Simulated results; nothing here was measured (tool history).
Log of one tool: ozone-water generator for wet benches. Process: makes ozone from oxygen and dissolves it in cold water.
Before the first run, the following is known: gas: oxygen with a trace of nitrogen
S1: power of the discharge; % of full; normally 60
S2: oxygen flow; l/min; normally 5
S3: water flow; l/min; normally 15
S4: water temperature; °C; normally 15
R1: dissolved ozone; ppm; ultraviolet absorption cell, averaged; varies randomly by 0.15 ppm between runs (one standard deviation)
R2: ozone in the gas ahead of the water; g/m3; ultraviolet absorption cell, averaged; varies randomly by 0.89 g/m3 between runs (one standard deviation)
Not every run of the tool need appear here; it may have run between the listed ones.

run	hour	S1	S2	S3	S4	R1	R2
1	0	60	5	15	15	16.9	144.5
2	95.7	73	5	15	15	18.6	161
# hour 129.5: water thermometer calibrated
3	177.1	73	5	15	15	19.2	159.4
4	235	73	5	15	15	19	158.2
5	312.4	60	5	15	15	17.1	141.3
6	356.6	55	5	15	15	15.8	135.9
7	407.4	55	5	15	9	17.6	135.4
8	501.3	55	5	15	9	17.3	136.5
9	595.2	60	5	22	15	12.4	140.8
10	650.7	60	5	21	15	12.9	142.5
11	728	60	5	21	15	12.9	142.1
12	779	60	5	18	15	14.6	140.9
13	858.1	60	5	18	15	14.6	142.3
14	934.1	60	5	18	15	14.5	141.3
15	1042	60	5	17	15	15	140.4
16	1112	60	5	17	15	14.9	140.5
17	1194.6	60	3.34	15	15	15.6	167.7
18	1301.7	98	7.01	9	15	30	163.5
19	1350.6	52	8.64	14	15	16.3	104.1
# hour 1393.8: contactor cleaned
20	1417.1	60	3.02	22	15	11.8	173.8
21	1524.5	69	4.53	23	15	13.5	160.2
22	1583.1	86	5	10	15	28.3	173.3
23	1636.9	53	5	21	15	12.9	130.2
24	1703.2	53	5	21	15	12.9	130.8
25	1758.6	41	6.74	15	15	14.6	99.3
26	1809.7	41	6.74	15	15	14.5	100.3
27	1908	41	6.74	15	15	14.6	99.5
28	2001.7	98	6.07	15	15	23.7	170.9
29	2049.9	98	6.07	15	15	23.7	169.6
30	2157	42	6.75	10	15	18.5	100.5
31	2221.2	99	7.32	10	22	25.4	157.7
32	2329.1	99	7.32	10	22	25.3	156.9
33	2407.9	99	7.32	14	19	22.6	156.2
34	2498.8	51	8.9	10	8	23	99.2

Here are 3 independent what-if runs from the current tool condition. What would each one return?
A	2565	51	8.9	10	8	?	?
B	2565	71	5.64	15	21	?	?
C	2565	51	8.9	10	19	?	?

run	R1	R2
A	23.2	99.5
B	17.7	145.3
C	17.8	100.4
Had the tool no hidden state, the same runs would have come out as:
run	R1	R2
A	24.9	105.3
B	19.3	155.7
C	19.1	106.2
